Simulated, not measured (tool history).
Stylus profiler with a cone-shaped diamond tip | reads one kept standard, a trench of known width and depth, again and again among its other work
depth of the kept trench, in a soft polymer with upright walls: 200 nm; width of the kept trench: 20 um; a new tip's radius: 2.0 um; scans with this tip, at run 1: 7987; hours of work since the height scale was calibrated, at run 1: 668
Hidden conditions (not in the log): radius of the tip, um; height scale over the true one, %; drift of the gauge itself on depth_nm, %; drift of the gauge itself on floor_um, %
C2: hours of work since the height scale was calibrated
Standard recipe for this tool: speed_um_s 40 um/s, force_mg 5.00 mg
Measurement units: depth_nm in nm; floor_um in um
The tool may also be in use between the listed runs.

Run 1, hour 0.0: usual settings; scans with this tip 7987; C2 668. Result: depth_nm 205.03 nm, floor_um 18.14 um.
Run 2, hour 24.9: usual settings; scans with this tip 8200; C2 686. Result: depth_nm 205.25 nm, floor_um 18.17 um.
Run 3, hour 46.6: usual settings; scans with this tip 8386; C2 701. Result: depth_nm 205.18 nm, floor_um 18.19 um.
Run 4, hour 58.3: usual settings but force_mg 1.93 mg; scans with this tip 8486; C2 710. Result: depth_nm 202.97 nm, floor_um 18.10 um.
Run 5, hour 69.9: usual settings but force_mg 1.93 mg; scans with this tip 8585; C2 718. Result: depth_nm 202.82 nm, floor_um 18.11 um.
Run 6, hour 85.0: usual settings but force_mg 6.98 mg; scans with this tip 8715; C2 729. Result: depth_nm 206.46 nm, floor_um 18.19 um.
Run 7, hour 110.8: usual settings but speed_um_s 42 um/s, force_mg 6.98 mg; scans with this tip 8936; C2 747. Result: depth_nm 206.52 nm, floor_um 18.15 um.
Run 8, hour 127.3: usual settings but speed_um_s 48 um/s; scans with this tip 9077; C2 759. Result: depth_nm 205.30 nm, floor_um 18.16 um.
Run 9, hour 154.3: usual settings but speed_um_s 48 um/s, force_mg 7.63 mg; scans with this tip 9308; C2 779. Result: depth_nm 206.95 nm, floor_um 18.19 um.
Run 10, hour 177.9: usual settings; scans with this tip 9511; C2 795. Result: depth_nm 205.22 nm, floor_um 18.13 um.
Run 11, hour 201.7: usual settings; scans with this tip 9715; C2 813. Result: depth_nm 205.05 nm, floor_um 18.20 um.
Run 12, hour 225.1: usual settings but force_mg 3.08 mg; scans with this tip 9915; C2 829. Result: depth_nm 203.67 nm, floor_um 18.13 um.
Run 13, hour 240.3: usual settings but speed_um_s 63 um/s; scans with this tip 10045; C2 840. Result: depth_nm 205.16 nm, floor_um 18.09 um.
Run 14, hour 254.0: usual settings but speed_um_s 21 um/s; scans with this tip 10163; C2 850. Result: depth_nm 205.20 nm, floor_um 18.23 um.
Run 15, hour 268.5: usual settings but speed_um_s 84 um/s, force_mg 13.05 mg; scans with this tip 10287; C2 860. Result: depth_nm 210.07 nm, floor_um 18.10 um.
Run 16, hour 281.7: usual settings but speed_um_s 14 um/s, force_mg 4.11 mg; scans with this tip 10400; C2 870. Result: depth_nm 204.39 nm, floor_um 18.18 um.
Run 17, hour 305.4: usual settings but speed_um_s 14 um/s, force_mg 4.11 mg; scans with this tip 10603; C2 887. Result: depth_nm 204.83 nm, floor_um 18.28 um.
Run 18, hour 319.8: usual settings but speed_um_s 14 um/s, force_mg 4.11 mg; scans with this tip 10726; C2 897. Result: depth_nm 204.64 nm, floor_um 18.17 um.
Run 19, hour 340.3: usual settings but speed_um_s 14 um/s, force_mg 4.11 mg; scans with this tip 10902; C2 912. Result: depth_nm 204.49 nm, floor_um 18.20 um.
Run 20, hour 360.1: usual settings but speed_um_s 46 um/s, force_mg 10.00 mg; scans with this tip 11072; C2 926. Result: depth_nm 208.24 nm, floor_um 18.12 um.
Run 21, hour 377.1: usual settings but speed_um_s 18 um/s, force_mg 2.77 mg; scans with this tip 11217; C2 938. Result: depth_nm 203.62 nm, floor_um 18.22 um.
Run 22, hour 390.7: usual settings but speed_um_s 51 um/s; scans with this tip 11334; C2 948. Result: depth_nm 204.99 nm, floor_um 18.12 um.
Run 23, hour 402.4: usual settings but speed_um_s 105 um/s, force_mg 4.03 mg; scans with this tip 11434; C2 956. Result: depth_nm 204.41 nm, floor_um 17.96 um.
Run 24, hour 423.4: usual settings but speed_um_s 32 um/s, force_mg 3.44 mg; scans with this tip 11614; C2 971. Result: depth_nm 204.13 nm, floor_um 18.10 um.

5 ways to go on from here, each from the tool as it stands after run 24. What would each give?
Run A, hour 448.7: usual settings but force_mg 11.80 mg; scans with this tip 11831; C2 990. Result: depth_nm ?, floor_um ?.
Run B, hour 448.7: usual settings but speed_um_s 136 um/s, force_mg 4.00 mg; scans with this tip 11831; C2 990. Result: depth_nm ?, floor_um ?.
Run C, hour 448.7: usual settings but speed_um_s 84 um/s; scans with this tip 11831; C2 990. Result: depth_nm ?, floor_um ?.
Run D, hour 448.7: usual settings but speed_um_s 108 um/s, force_mg 2.80 mg; scans with this tip 11831; C2 990. Result: depth_nm ?, floor_um ?.
Run E, hour 448.7: usual settings but speed_um_s 12 um/s; scans with this tip 11831; C2 990. Result: depth_nm ?, floor_um ?.

run  depth_nm  floor_um
  A    209.09     18.21
  B    204.44     17.84
  C    205.13     18.02
  D    203.50     17.91
  E    205.38     18.21
Without the tool's hidden state the same runs would have given:
run  depth_nm  floor_um
  A    209.10     18.23
  B    204.45     17.86
  C    205.14     18.04
  D    203.52     17.93
  E    205.39     18.23

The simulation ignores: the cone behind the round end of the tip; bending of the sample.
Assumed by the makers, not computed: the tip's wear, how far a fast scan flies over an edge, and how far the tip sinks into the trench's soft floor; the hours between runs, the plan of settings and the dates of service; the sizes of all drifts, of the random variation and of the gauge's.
